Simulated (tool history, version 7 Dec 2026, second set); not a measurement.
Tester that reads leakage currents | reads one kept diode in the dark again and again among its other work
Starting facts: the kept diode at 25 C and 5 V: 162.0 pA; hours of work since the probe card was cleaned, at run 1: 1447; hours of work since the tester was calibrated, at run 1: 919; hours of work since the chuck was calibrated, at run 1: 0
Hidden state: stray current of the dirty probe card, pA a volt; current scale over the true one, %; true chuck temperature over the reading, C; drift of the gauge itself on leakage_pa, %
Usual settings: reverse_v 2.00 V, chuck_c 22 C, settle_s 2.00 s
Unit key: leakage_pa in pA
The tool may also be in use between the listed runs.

run    hour  reverse_v  chuck_c  settle_s  hours of work since the probe card was cleaned  hours of work since the tester was calibrated  hours of work since the chuck was calibrated  leakage_pa
  1     0.0       2.00       22      2.00                                            1447                                            919                                             0       90.82
  2    99.9       2.00       22      2.00                                            1499                                            971                                            52       90.71
  3   220.1       2.00       22      2.00                                            1562                                           1034                                           115       90.35
  4   297.5       2.00       22      2.00                                            1602                                           1074                                           155       91.02
  5   354.4       2.00       27      2.00                                            1632                                           1104                                           185      133.24
  6   472.2       2.00       22      2.00                                            1693                                           1166                                           247       90.53
  7   580.1       6.49       22      2.00                                            1750                                           1222                                           303      141.94
  8   705.3       6.49       22      2.00                                            1815                                           1287                                           368      141.96
  9   769.5       6.49       22      2.00                                            1849                                           1321                                           402      142.33
 10   839.4       7.88       22      2.00                                            1885                                           1357                                           438      152.77
 11   956.9       7.88       22      2.00                                            1946                                           1419                                           500      152.96
 12  1044.4       7.88       22      2.00                                            1992                                           1464                                           546      152.00
 13  1147.4       7.88       22      2.00                                            2046                                           1518                                           599      152.28
 14  1244.1       7.88       22      2.00                                            2096                                           1569                                           650      153.83
 15  1310.6       2.00       22      2.00                                            2131                                           1603                                           685       90.05
 16  1389.9       2.00       22      2.00                                            2173                                           1645                                           726       90.77
 17  1501.8       1.22       54      1.02                                            2231                                           1703                                           784      720.49
     1537.1  -- chuck's temperature calibrated
 18  1571.2      14.41       34      5.97                                            2266                                           1739                                            18      472.69
 19  1672.5       2.00       22      7.10                                            2319                                           1791                                            71       90.77
 20  1781.1       2.00       28      6.35                                            2376                                           1848                                           127      143.55
 21  1843.5       2.00       29      2.00                                            2408                                           1881                                           160      154.44
 22  1962.1       1.31       34      6.74                                            2470                                           1943                                           222      189.98
 23  2055.5       9.11       51      2.13                                            2519                                           1992                                           271     1271.93
 24  2124.2       9.11       34      2.13                                            2555                                           2027                                           307      398.66
 25  2236.9       5.42       24      1.12                                            2614                                           2086                                           366      155.80
 26  2350.6       5.42       24      1.12                                            2673                                           2146                                           425      155.59
 27  2423.8       1.88       48      4.00                                            2712                                           2184                                           463      571.41
 28  2512.9       3.12       45      0.69                                            2758                                           2230                                           510      572.71
 29  2609.5      12.25       48      6.51                                            2809                                           2281                                           560     1168.26
 30  2671.9       2.52       48      4.87                                            2841                                           2314                                           593      639.34

Forecast each of these 4 alternatives for the next run:
  A  2789.5       2.59       41      6.08                                            2903                                           2375                                           654           ?
  B  2789.5       1.67       21      4.87                                            2903                                           2375                                           654           ?
  C  2789.5       2.00       22      4.86                                            2903                                           2375                                           654           ?
  D  2789.5       2.00       22      1.09                                            2903                                           2375                                           654           ?

run  leakage_pa
  A      404.87
  B       78.48
  C       90.70
  D       90.47
Had the tool no hidden state, the same runs would have come out as:
run  leakage_pa
  A      405.37
  B       78.56
  C       90.80
  D       90.56
